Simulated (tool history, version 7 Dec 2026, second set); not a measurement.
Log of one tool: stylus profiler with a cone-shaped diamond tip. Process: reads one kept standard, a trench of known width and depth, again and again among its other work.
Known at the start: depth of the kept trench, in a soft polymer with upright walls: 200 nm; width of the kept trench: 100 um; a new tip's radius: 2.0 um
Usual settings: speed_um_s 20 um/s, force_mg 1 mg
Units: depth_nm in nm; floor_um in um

run   hour  speed_um_s  force_mg  depth_nm  floor_um
  1      0          20         1     200.8     98.02
  2    6.8          20      0.56    200.53     98.02
  3   18.8          20      0.56    200.38     98.01
  4   27.4          20      0.56    200.58     98.01
  5   37.6          20         1    200.84     97.99
  6   45.1          20         1    200.67     98.09
  7   58.1          20         1    200.84        98
  8   67.8          24      0.63     200.4     98.02
  9   80.2           6      0.67    200.54     98.06
 10   87.3          25      0.38    200.38     97.95
 11   94.4           5      2.66    201.85     98.03
 12  108.2          20      0.45    200.44     97.97
 13  115.5          15         1    200.91     98.04

Forecast each of these 3 alternatives for the next run:
  A  123.2          10      1.03         ?         ?
  B  123.2          23       1.5         ?         ?
  C  123.2           8         1         ?         ?

run  depth_nm  floor_um
  A    200.88     98.08
  B    201.21     97.99
  C    200.82     98.05
Without the tool's hidden state the same runs would have given:
run  depth_nm  floor_um
  A    201.12     98.26
  B    201.44     98.17
  C    201.05     98.22
